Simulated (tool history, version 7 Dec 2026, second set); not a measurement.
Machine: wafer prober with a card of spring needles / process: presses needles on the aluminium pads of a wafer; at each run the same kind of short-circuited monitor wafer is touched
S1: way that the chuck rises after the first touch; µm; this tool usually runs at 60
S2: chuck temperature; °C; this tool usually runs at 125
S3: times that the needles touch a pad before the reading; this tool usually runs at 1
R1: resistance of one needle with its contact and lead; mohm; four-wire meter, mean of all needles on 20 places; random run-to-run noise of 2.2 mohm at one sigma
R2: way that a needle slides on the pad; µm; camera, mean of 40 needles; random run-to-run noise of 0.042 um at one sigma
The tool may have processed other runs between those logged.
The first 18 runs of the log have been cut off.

run   hour  S1   S2  S3   R1     R2
     133.7  -- tips cleaned on abrasive film
     139.3  -- tips cleaned on abrasive film
 19  141.9  65  125   1  243  12.65
     145.2  -- tips cleaned on abrasive film
     151.0  -- tips cleaned on abrasive film
 20  151.9  60  125   3  245  11.58
     156.5  -- tips cleaned on abrasive film
 21  157.6  48   32   1  224   9.28
     158.7  -- height of the first contact set anew
     162.5  -- tips cleaned on abrasive film
 22  162.7  60   52   1  225  11.66
 23  167.0  74  105   2  237  14.24
     168.5  -- tips cleaned on abrasive film
 24  171.9  74  105   2  237  14.30
     173.9  -- tips cleaned on abrasive film
     179.2  -- tips cleaned on abrasive film
 25  179.2  74  105   2  235  14.22
     184.9  -- tips cleaned on abrasive film
 26  187.2  74  105   2  239  14.23
     190.4  -- tips cleaned on abrasive film
     191.3  -- gauge calibrated
 27  195.2  74  105   2  234  14.52
     196.0  -- tips cleaned on abrasive film
     201.1  -- tips cleaned on abrasive film
 28  205.4  60  105   1  241  11.73
     206.3  -- tips cleaned on abrasive film
     212.1  -- tips cleaned on abrasive film
 29  214.5  50   43   1  227   9.81
     217.3  -- tips cleaned on abrasive film
     222.5  -- tips cleaned on abrasive film
 30  223.7  60  101   1  239  11.76
     228.2  -- tips cleaned on abrasive film
     233.8  -- tips cleaned on abrasive film
 31  234.3  59   27   1  220  11.57

Each row is a separate what-if for the run after 31, all from the same tool condition, not one after another. Results?
     239.4  -- tips cleaned on abrasive film
  A  242.2  78  125   1   ?   ?
     239.4  -- tips cleaned on abrasive film
  B  242.2  59   58   1   ?   ?
     239.4  -- tips cleaned on abrasive film
  C  242.2  60   61   3   ?   ?

run   R1     R2
  A  242  15.23
  B  227  11.48
  C  229  11.72
What these runs would have given with no unlogged condition in the tool:
run   R1     R2
  A  241  15.32
  B  226  11.55
  C  229  11.79
